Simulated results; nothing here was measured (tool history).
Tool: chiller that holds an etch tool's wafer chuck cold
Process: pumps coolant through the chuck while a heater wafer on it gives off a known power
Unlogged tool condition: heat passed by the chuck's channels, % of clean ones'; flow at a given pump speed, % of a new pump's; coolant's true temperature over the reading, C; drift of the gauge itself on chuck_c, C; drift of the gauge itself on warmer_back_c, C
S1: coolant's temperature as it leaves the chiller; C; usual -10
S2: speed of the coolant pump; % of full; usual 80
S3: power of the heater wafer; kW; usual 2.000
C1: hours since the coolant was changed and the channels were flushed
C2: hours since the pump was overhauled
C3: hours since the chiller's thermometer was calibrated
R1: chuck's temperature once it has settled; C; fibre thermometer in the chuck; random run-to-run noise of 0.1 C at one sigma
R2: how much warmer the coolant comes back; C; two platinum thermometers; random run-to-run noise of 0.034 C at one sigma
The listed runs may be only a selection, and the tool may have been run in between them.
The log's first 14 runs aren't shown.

Run 15, hour 1615.2: usual settings; C1 2431; C2 3531; C3 1909. Result: R1 3.5 C, R2 5.41 C.
Run 16, hour 1699.5: usual settings; C1 2515; C2 3616; C3 1993. Result: R1 3.7 C, R2 5.40 C.
At hour 1721.5: gauge calibrated.
Run 17, hour 1864.7: usual settings but S1 -9 C; C1 2680; C2 3781; C3 2158. Result: R1 4.5 C, R2 5.65 C.
Run 18, hour 2023.8: usual settings but S1 -9 C; C1 2839; C2 3940; C3 2317. Result: R1 4.7 C, R2 5.61 C.
Run 19, hour 2181.6: usual settings but S1 -14 C, S2 63 % of full, S3 1.208 kW; C1 2997; C2 4098; C3 2475. Result: R1 -4.6 C, R2 4.21 C.
Run 20, hour 2338.0: usual settings but S1 -14 C, S2 63 % of full, S3 1.208 kW; C1 3153; C2 4254; C3 2632. Result: R1 -4.5 C, R2 4.20 C.
Run 21, hour 2431.9: usual settings but S1 -15 C, S2 83 % of full, S3 1.231 kW; C1 3247; C2 4348; C3 2725. Result: R1 -6.8 C, R2 3.27 C.
Run 22, hour 2549.0: usual settings but S1 -15 C, S2 83 % of full, S3 1.231 kW; C1 3364; C2 4465; C3 2842. Result: R1 -7.0 C, R2 3.20 C.
At hour 2615.4: chiller's thermometer calibrated.
Run 23, hour 2694.7: usual settings but S1 -2 C, S2 63 % of full; C1 3509; C2 4610; C3 79. Result: R1 13.6 C, R2 6.92 C.
Run 24, hour 2843.6: usual settings but S1 -5 C, S2 75 % of full, S3 1.551 kW; C1 3658; C2 4759; C3 228. Result: R1 6.2 C, R2 4.45 C.
Run 25, hour 2916.0: usual settings but S1 -5 C, S2 75 % of full, S3 1.551 kW; C1 3730; C2 4831; C3 301. Result: R1 5.8 C, R2 4.49 C.
Run 26, hour 3029.6: usual settings but S1 -5 C, S2 75 % of full, S3 1.551 kW; C1 3844; C2 4945; C3 414. Result: R1 6.2 C, R2 4.48 C.
Run 27, hour 3142.5: usual settings but S1 -15 C, S2 79 % of full; C1 3957; C2 5058; C3 527. Result: R1 -1.4 C, R2 5.53 C.
Run 28, hour 3270.5: usual settings but S1 -15 C, S2 79 % of full; C1 4085; C2 5186; C3 655. Result: R1 -1.2 C, R2 5.54 C.
At hour 3363.6: coolant changed, channels flushed.
Run 29, hour 3443.7: usual settings but S1 -18 C, S2 60 % of full, S3 1.501 kW; C1 80; C2 5353; C3 822. Result: R1 -6.0 C, R2 5.48 C.
Run 30, hour 3578.7: usual settings but S1 -18 C, S2 60 % of full, S3 2.222 kW; C1 215; C2 5488; C3 957. Result: R1 -0.3 C, R2 8.07 C.
Run 31, hour 3663.6: usual settings but S1 -19 C, S3 1.553 kW; C1 300; C2 5573; C3 1042. Result: R1 -8.5 C, R2 4.10 C.
Run 32, hour 3758.7: usual settings but S1 -18 C, S2 84 % of full, S3 1.955 kW; C1 395; C2 5668; C3 1137. Result: R1 -5.1 C, R2 4.98 C.
Run 33, hour 3922.6: usual settings but S1 -1 C, S2 96 % of full, S3 1.955 kW; C1 559; C2 5832; C3 1301. Result: R1 10.8 C, R2 4.35 C.

Each row is a separate what-if for the run after 33, all from the same tool condition, not one after another. Results?
Run A, hour 4074.9: usual settings but S1 -18 C, S2 96 % of full, S3 1.955 kW; C1 711; C2 5984; C3 1454. Result: R1 ?, R2 ?.
Run B, hour 4074.9: usual settings but S1 -12 C, S2 75 % of full, S3 2.596 kW; C1 711; C2 5984; C3 1454. Result: R1 ?, R2 ?.
Run C, hour 4074.9: usual settings but S1 -18 C, S2 82 % of full, S3 1.739 kW; C1 711; C2 5984; C3 1454. Result: R1 ?, R2 ?.

run    R1    R2
  A  -6.1  4.29
  B   6.1  7.40
  C  -6.4  4.52
What these runs would have given with no unlogged condition in the tool:
run    R1    R2
  A  -6.1  4.60
  B   6.1  7.71
  C  -6.4  4.83
